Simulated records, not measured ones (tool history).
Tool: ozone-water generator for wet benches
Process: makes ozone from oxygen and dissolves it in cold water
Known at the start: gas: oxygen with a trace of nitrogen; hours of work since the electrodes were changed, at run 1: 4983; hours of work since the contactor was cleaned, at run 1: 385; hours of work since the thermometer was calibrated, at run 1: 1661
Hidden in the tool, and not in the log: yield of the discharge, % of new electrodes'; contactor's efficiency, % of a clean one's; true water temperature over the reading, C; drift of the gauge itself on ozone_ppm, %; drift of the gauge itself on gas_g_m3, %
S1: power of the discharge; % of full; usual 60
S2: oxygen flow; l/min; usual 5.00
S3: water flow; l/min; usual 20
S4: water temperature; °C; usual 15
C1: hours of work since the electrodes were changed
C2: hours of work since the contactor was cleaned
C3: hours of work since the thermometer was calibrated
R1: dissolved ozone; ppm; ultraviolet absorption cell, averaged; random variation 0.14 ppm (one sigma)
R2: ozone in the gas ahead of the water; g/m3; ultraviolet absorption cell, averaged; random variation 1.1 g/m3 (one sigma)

{"run": 1, "hour": 0.0, "S1": 60, "S2": 5.0, "S3": 20, "S4": 15, "C1": 4983, "C2": 385, "C3": 1661, "R1": 14.7, "R2": 173.6}
{"run": 2, "hour": 118.6, "S1": 60, "S2": 5.0, "S3": 20, "S4": 17, "C1": 5080, "C2": 482, "C3": 1759, "R1": 14.1, "R2": 171.6}
{"run": 3, "hour": 293.4, "S1": 60, "S2": 5.0, "S3": 20, "S4": 17, "C1": 5224, "C2": 626, "C3": 1902, "R1": 14.2, "R2": 171.3}
{"run": 4, "hour": 527.7, "S1": 82, "S2": 5.0, "S3": 20, "S4": 15, "C1": 5416, "C2": 818, "C3": 2094, "R1": 17.6, "R2": 212.4}
{"run": 5, "hour": 707.3, "S1": 60, "S2": 5.0, "S3": 20, "S4": 15, "C1": 5563, "C2": 965, "C3": 2242, "R1": 14.4, "R2": 169.4}
{"run": 6, "hour": 885.7, "S1": 60, "S2": 5.0, "S3": 20, "S4": 9, "C1": 5710, "C2": 1111, "C3": 2388, "R1": 15.3, "R2": 170.2}
{"run": 7, "hour": 1072.3, "S1": 60, "S2": 5.0, "S3": 20, "S4": 9, "C1": 5863, "C2": 1264, "C3": 2541, "R1": 15.3, "R2": 169.4}
{"run": 8, "hour": 1175.5, "S1": 60, "S2": 5.0, "S3": 20, "S4": 8, "C1": 5947, "C2": 1349, "C3": 2625, "R1": 15.3, "R2": 168.9}
{"run": 9, "hour": 1383.4, "S1": 60, "S2": 5.0, "S3": 20, "S4": 15, "C1": 6118, "C2": 1520, "C3": 2796, "R1": 13.7, "R2": 169.7}
{"run": 10, "hour": 1525.3, "S1": 60, "S2": 5.0, "S3": 20, "S4": 15, "C1": 6234, "C2": 1636, "C3": 2912, "R1": 13.7, "R2": 169.1}
{"run": 11, "hour": 1743.3, "S1": 60, "S2": 5.0, "S3": 20, "S4": 15, "C1": 6413, "C2": 1815, "C3": 3091, "R1": 13.7, "R2": 166.6}
{"run": 12, "hour": 1926.8, "S1": 60, "S2": 5.0, "S3": 20, "S4": 15, "C1": 6563, "C2": 1965, "C3": 3242, "R1": 13.6, "R2": 167.2}
{"run": 13, "hour": 2160.9, "S1": 60, "S2": 5.0, "S3": 20, "S4": 15, "C1": 6755, "C2": 2157, "C3": 3434, "R1": 13.6, "R2": 165.2}
{"run": 14, "hour": 2256.3, "S1": 81, "S2": 5.0, "S3": 20, "S4": 15, "C1": 6834, "C2": 2235, "C3": 3512, "R1": 16.3, "R2": 201.8}
{"run": 15, "hour": 2484.7, "S1": 81, "S2": 5.0, "S3": 20, "S4": 18, "C1": 7021, "C2": 2423, "C3": 3699, "R1": 15.5, "R2": 200.0}
{"run": 16, "hour": 2597.0, "S1": 81, "S2": 5.0, "S3": 20, "S4": 18, "C1": 7113, "C2": 2515, "C3": 3791, "R1": 15.6, "R2": 201.2}
{"run": 17, "hour": 2693.0, "S1": 62, "S2": 5.0, "S3": 23, "S4": 10, "C1": 7192, "C2": 2594, "C3": 3870, "R1": 12.3, "R2": 168.7}
{"run": 18, "hour": 2822.8, "S1": 98, "S2": 5.0, "S3": 20, "S4": 7, "C1": 7298, "C2": 2700, "C3": 3976, "R1": 19.9, "R2": 228.1}
{"run": 19, "hour": 3026.8, "S1": 60, "S2": 5.0, "S3": 20, "S4": 7, "C1": 7465, "C2": 2867, "C3": 4144, "R1": 14.4, "R2": 165.5}
{"hour": 3210.0, "done": "electrodes of the discharge changed"}
{"run": 20, "hour": 3264.4, "S1": 60, "S2": 5.0, "S3": 20, "S4": 7, "C1": 45, "C2": 3057, "C3": 4334, "R1": 16.4, "R2": 190.5}
{"run": 21, "hour": 3398.6, "S1": 83, "S2": 6.62, "S3": 26, "S4": 20, "C1": 155, "C2": 3167, "C3": 4444, "R1": 13.8, "R2": 211.0}
{"run": 22, "hour": 3536.8, "S1": 99, "S2": 7.77, "S3": 14, "S4": 17, "C1": 268, "C2": 3281, "C3": 4557, "R1": 28.3, "R2": 219.9}
{"run": 23, "hour": 3747.7, "S1": 99, "S2": 7.77, "S3": 14, "S4": 17, "C1": 441, "C2": 3454, "C3": 4730, "R1": 28.7, "R2": 217.6}
{"run": 24, "hour": 3869.8, "S1": 99, "S2": 4.74, "S3": 14, "S4": 18, "C1": 541, "C2": 3554, "C3": 4830, "R1": 29.0, "R2": 282.3}
{"run": 25, "hour": 4003.8, "S1": 42, "S2": 4.65, "S3": 23, "S4": 21, "C1": 651, "C2": 3664, "C3": 4940, "R1": 8.8, "R2": 149.9}
{"run": 26, "hour": 4195.3, "S1": 42, "S2": 3.02, "S3": 15, "S4": 21, "C1": 808, "C2": 3821, "C3": 5097, "R1": 13.2, "R2": 184.8}
{"run": 27, "hour": 4353.2, "S1": 99, "S2": 3.89, "S3": 13, "S4": 21, "C1": 938, "C2": 3950, "C3": 5227, "R1": 29.4, "R2": 307.7}
{"hour": 4395.4, "done": "contactor cleaned"}
{"hour": 4492.8, "done": "water thermometer calibrated"}
{"run": 28, "hour": 4582.8, "S1": 99, "S2": 3.89, "S3": 13, "S4": 21, "C1": 1122, "C2": 153, "C3": 74, "R1": 31.5, "R2": 308.6}
{"run": 29, "hour": 4736.8, "S1": 99, "S2": 3.89, "S3": 13, "S4": 21, "C1": 1248, "C2": 280, "C3": 200, "R1": 30.9, "R2": 305.5}
{"run": 30, "hour": 4937.1, "S1": 93, "S2": 3.37, "S3": 20, "S4": 19, "C1": 1413, "C2": 444, "C3": 364, "R1": 19.7, "R2": 313.7}
{"run": 31, "hour": 5031.8, "S1": 93, "S2": 3.37, "S3": 20, "S4": 19, "C1": 1490, "C2": 522, "C3": 442, "R1": 19.7, "R2": 313.6}
{"run": 32, "hour": 5195.5, "S1": 60, "S2": 5.0, "S3": 20, "S4": 8, "C1": 1625, "C2": 656, "C3": 576, "R1": 17.2, "R2": 182.2}

How the hidden state differs across the entries between the runs, from the last listed run before each to the first after it:
Between runs 19 and 20: electrodes of the discharge changed (hour 3210.0)
  yield of the discharge, % of new electrodes': 84.6 -> 99.6; contactor's efficiency, % of a clean one's: 90.3 -> 89.8; true water temperature over the reading, C: 0.56 -> 0.58
  measured less the result without the state, R1: -3.5 -> -1.4 ppm; R2: -26.5 -> -0.6 g/m3
Between runs 27 and 28: contactor cleaned (hour 4395.4); water thermometer calibrated (hour 4492.8)
  yield of the discharge, % of new electrodes': 97.8 -> 97.5; contactor's efficiency, % of a clean one's: 87.1 -> 98.3; true water temperature over the reading, C: 0.69 -> 0.05
  measured less the result without the state, R1: -3.5 -> -1.3 ppm; R2: -8.6 -> -10.3 g/m3

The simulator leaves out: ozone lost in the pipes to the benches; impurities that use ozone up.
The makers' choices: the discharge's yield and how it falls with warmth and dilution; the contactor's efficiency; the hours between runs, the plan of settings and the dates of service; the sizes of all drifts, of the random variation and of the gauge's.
